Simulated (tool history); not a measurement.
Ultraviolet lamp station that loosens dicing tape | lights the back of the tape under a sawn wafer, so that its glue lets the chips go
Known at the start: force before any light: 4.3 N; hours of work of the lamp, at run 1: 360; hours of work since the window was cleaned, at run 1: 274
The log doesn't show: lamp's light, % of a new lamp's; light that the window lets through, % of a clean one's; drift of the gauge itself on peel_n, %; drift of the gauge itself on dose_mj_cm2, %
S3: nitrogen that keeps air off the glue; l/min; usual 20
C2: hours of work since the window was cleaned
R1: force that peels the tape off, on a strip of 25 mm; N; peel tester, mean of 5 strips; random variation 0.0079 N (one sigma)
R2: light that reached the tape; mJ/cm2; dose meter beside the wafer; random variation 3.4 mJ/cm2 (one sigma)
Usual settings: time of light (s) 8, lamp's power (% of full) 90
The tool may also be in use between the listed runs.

{"run": 1, "hour": 0.0, "time of light (s)": 8, "lamp's power (% of full)": 90, "S3": 20, "hours of work of the lamp": 360, "C2": 274, "R1": 0.371, "R2": 485}
{"run": 2, "hour": 9.4, "time of light (s)": 8, "lamp's power (% of full)": 90, "S3": 20, "hours of work of the lamp": 366, "C2": 281, "R1": 0.357, "R2": 492}
{"hour": 18.3, "done": "window cleaned of glue's vapour"}
{"run": 3, "hour": 20.1, "time of light (s)": 8, "lamp's power (% of full)": 90, "S3": 20, "hours of work of the lamp": 373, "C2": 1, "R1": 0.333, "R2": 507}
{"run": 4, "hour": 31.0, "time of light (s)": 8, "lamp's power (% of full)": 90, "S3": 20, "hours of work of the lamp": 381, "C2": 9, "R1": 0.355, "R2": 511}
{"run": 5, "hour": 46.9, "time of light (s)": 8, "lamp's power (% of full)": 90, "S3": 20, "hours of work of the lamp": 392, "C2": 20, "R1": 0.331, "R2": 505}
{"run": 6, "hour": 62.8, "time of light (s)": 8, "lamp's power (% of full)": 90, "S3": 20, "hours of work of the lamp": 402, "C2": 31, "R1": 0.335, "R2": 508}
{"run": 7, "hour": 74.8, "time of light (s)": 8, "lamp's power (% of full)": 76, "S3": 20, "hours of work of the lamp": 411, "C2": 39, "R1": 0.436, "R2": 427}
{"run": 8, "hour": 89.9, "time of light (s)": 8, "lamp's power (% of full)": 76, "S3": 20, "hours of work of the lamp": 421, "C2": 49, "R1": 0.438, "R2": 430}
{"run": 9, "hour": 97.1, "time of light (s)": 8, "lamp's power (% of full)": 76, "S3": 20, "hours of work of the lamp": 426, "C2": 54, "R1": 0.442, "R2": 421}
{"run": 10, "hour": 105.5, "time of light (s)": 8, "lamp's power (% of full)": 76, "S3": 20, "hours of work of the lamp": 432, "C2": 60, "R1": 0.428, "R2": 421}
{"run": 11, "hour": 120.8, "time of light (s)": 8, "lamp's power (% of full)": 76, "S3": 20, "hours of work of the lamp": 442, "C2": 71, "R1": 0.442, "R2": 423}
{"run": 12, "hour": 137.1, "time of light (s)": 8, "lamp's power (% of full)": 76, "S3": 20, "hours of work of the lamp": 454, "C2": 82, "R1": 0.444, "R2": 418}
{"run": 13, "hour": 145.8, "time of light (s)": 8, "lamp's power (% of full)": 76, "S3": 20, "hours of work of the lamp": 460, "C2": 88, "R1": 0.442, "R2": 412}
{"run": 14, "hour": 153.5, "time of light (s)": 8, "lamp's power (% of full)": 76, "S3": 20, "hours of work of the lamp": 465, "C2": 93, "R1": 0.428, "R2": 419}
{"run": 15, "hour": 163.6, "time of light (s)": 8, "lamp's power (% of full)": 76, "S3": 25, "hours of work of the lamp": 472, "C2": 100, "R1": 0.388, "R2": 411}
{"run": 16, "hour": 172.9, "time of light (s)": 9, "lamp's power (% of full)": 90, "S3": 20, "hours of work of the lamp": 478, "C2": 106, "R1": 0.312, "R2": 554}
{"run": 17, "hour": 189.0, "time of light (s)": 9, "lamp's power (% of full)": 90, "S3": 20, "hours of work of the lamp": 489, "C2": 118, "R1": 0.321, "R2": 550}
{"run": 18, "hour": 201.6, "time of light (s)": 9, "lamp's power (% of full)": 90, "S3": 20, "hours of work of the lamp": 498, "C2": 126, "R1": 0.292, "R2": 544}
{"run": 19, "hour": 213.6, "time of light (s)": 9, "lamp's power (% of full)": 90, "S3": 20, "hours of work of the lamp": 506, "C2": 134, "R1": 0.322, "R2": 542}
{"run": 20, "hour": 228.5, "time of light (s)": 6, "lamp's power (% of full)": 90, "S3": 20, "hours of work of the lamp": 517, "C2": 145, "R1": 0.557, "R2": 360}
{"run": 21, "hour": 237.0, "time of light (s)": 6, "lamp's power (% of full)": 90, "S3": 20, "hours of work of the lamp": 522, "C2": 151, "R1": 0.544, "R2": 361}
{"run": 22, "hour": 251.3, "time of light (s)": 10, "lamp's power (% of full)": 90, "S3": 20, "hours of work of the lamp": 532, "C2": 160, "R1": 0.287, "R2": 594}
{"run": 23, "hour": 267.4, "time of light (s)": 12, "lamp's power (% of full)": 89, "S3": 11, "hours of work of the lamp": 543, "C2": 171, "R1": 0.293, "R2": 701}
{"run": 24, "hour": 282.0, "time of light (s)": 12, "lamp's power (% of full)": 89, "S3": 11, "hours of work of the lamp": 553, "C2": 181, "R1": 0.294, "R2": 704}
{"run": 25, "hour": 290.5, "time of light (s)": 4, "lamp's power (% of full)": 63, "S3": 18, "hours of work of the lamp": 559, "C2": 187, "R1": 1.587, "R2": 163}
{"run": 26, "hour": 299.0, "time of light (s)": 10, "lamp's power (% of full)": 75, "S3": 16, "hours of work of the lamp": 565, "C2": 193, "R1": 0.393, "R2": 489}
{"run": 27, "hour": 311.5, "time of light (s)": 5, "lamp's power (% of full)": 90, "S3": 8, "hours of work of the lamp": 574, "C2": 202, "R1": 1.14, "R2": 291}
{"run": 28, "hour": 322.2, "time of light (s)": 11, "lamp's power (% of full)": 68, "S3": 22, "hours of work of the lamp": 581, "C2": 209, "R1": 0.353, "R2": 484}
{"run": 29, "hour": 331.1, "time of light (s)": 11, "lamp's power (% of full)": 68, "S3": 22, "hours of work of the lamp": 587, "C2": 215, "R1": 0.366, "R2": 482}
{"run": 30, "hour": 339.1, "time of light (s)": 5, "lamp's power (% of full)": 76, "S3": 31, "hours of work of the lamp": 593, "C2": 221, "R1": 0.775, "R2": 243}
{"run": 31, "hour": 346.4, "time of light (s)": 8, "lamp's power (% of full)": 70, "S3": 20, "hours of work of the lamp": 598, "C2": 226, "R1": 0.55, "R2": 363}
{"run": 32, "hour": 353.3, "time of light (s)": 8, "lamp's power (% of full)": 70, "S3": 20, "hours of work of the lamp": 602, "C2": 231, "R1": 0.536, "R2": 359}
{"run": 33, "hour": 365.5, "time of light (s)": 8, "lamp's power (% of full)": 70, "S3": 20, "hours of work of the lamp": 611, "C2": 239, "R1": 0.56, "R2": 356}
{"run": 34, "hour": 377.9, "time of light (s)": 10, "lamp's power (% of full)": 95, "S3": 14, "hours of work of the lamp": 619, "C2": 248, "R1": 0.327, "R2": 604}
{"run": 35, "hour": 394.4, "time of light (s)": 8, "lamp's power (% of full)": 71, "S3": 20, "hours of work of the lamp": 631, "C2": 259, "R1": 0.55, "R2": 361}
{"run": 36, "hour": 401.3, "time of light (s)": 8, "lamp's power (% of full)": 75, "S3": 36, "hours of work of the lamp": 635, "C2": 264, "R1": 0.38, "R2": 383}
{"run": 37, "hour": 411.2, "time of light (s)": 12, "lamp's power (% of full)": 66, "S3": 6, "hours of work of the lamp": 642, "C2": 270, "R1": 0.645, "R2": 503}
{"run": 38, "hour": 423.2, "time of light (s)": 9, "lamp's power (% of full)": 61, "S3": 22, "hours of work of the lamp": 651, "C2": 279, "R1": 0.541, "R2": 344}
{"run": 39, "hour": 430.7, "time of light (s)": 11, "lamp's power (% of full)": 74, "S3": 15, "hours of work of the lamp": 656, "C2": 284, "R1": 0.402, "R2": 513}
{"hour": 435.4, "done": "window cleaned of glue's vapour"}
{"run": 40, "hour": 443.3, "time of light (s)": 9, "lamp's power (% of full)": 90, "S3": 20, "hours of work of the lamp": 664, "C2": 5, "R1": 0.315, "R2": 542}
{"run": 41, "hour": 454.1, "time of light (s)": 9, "lamp's power (% of full)": 90, "S3": 20, "hours of work of the lamp": 671, "C2": 13, "R1": 0.303, "R2": 540}
{"run": 42, "hour": 468.2, "time of light (s)": 9, "lamp's power (% of full)": 90, "S3": 20, "hours of work of the lamp": 681, "C2": 23, "R1": 0.323, "R2": 539}
{"run": 43, "hour": 477.0, "time of light (s)": 8, "lamp's power (% of full)": 80, "S3": 12, "hours of work of the lamp": 687, "C2": 29, "R1": 0.554, "R2": 423}

Forecast each of these 3 alternatives for the next run:
{"run": "A", "hour": 491.3, "time of light (s)": 7, "lamp's power (% of full)": 75, "S3": 40, "hours of work of the lamp": 697, "C2": 38, "R1": "?", "R2": "?"}
{"run": "B", "hour": 491.3, "time of light (s)": 8, "lamp's power (% of full)": 90, "S3": 18, "hours of work of the lamp": 697, "C2": 38, "R1": "?", "R2": "?"}
{"run": "C", "hour": 491.3, "time of light (s)": 15, "lamp's power (% of full)": 76, "S3": 40, "hours of work of the lamp": 697, "C2": 38, "R1": "?", "R2": "?"}

run=A R1=0.417 R2=341
run=B R1=0.381 R2=477
run=C R1=0.242 R2=756
Without the tool's hidden state the same runs would have given:
run=A R1=0.333 R2=402
run=B R1=0.311 R2=561
run=C R1=0.238 R2=889

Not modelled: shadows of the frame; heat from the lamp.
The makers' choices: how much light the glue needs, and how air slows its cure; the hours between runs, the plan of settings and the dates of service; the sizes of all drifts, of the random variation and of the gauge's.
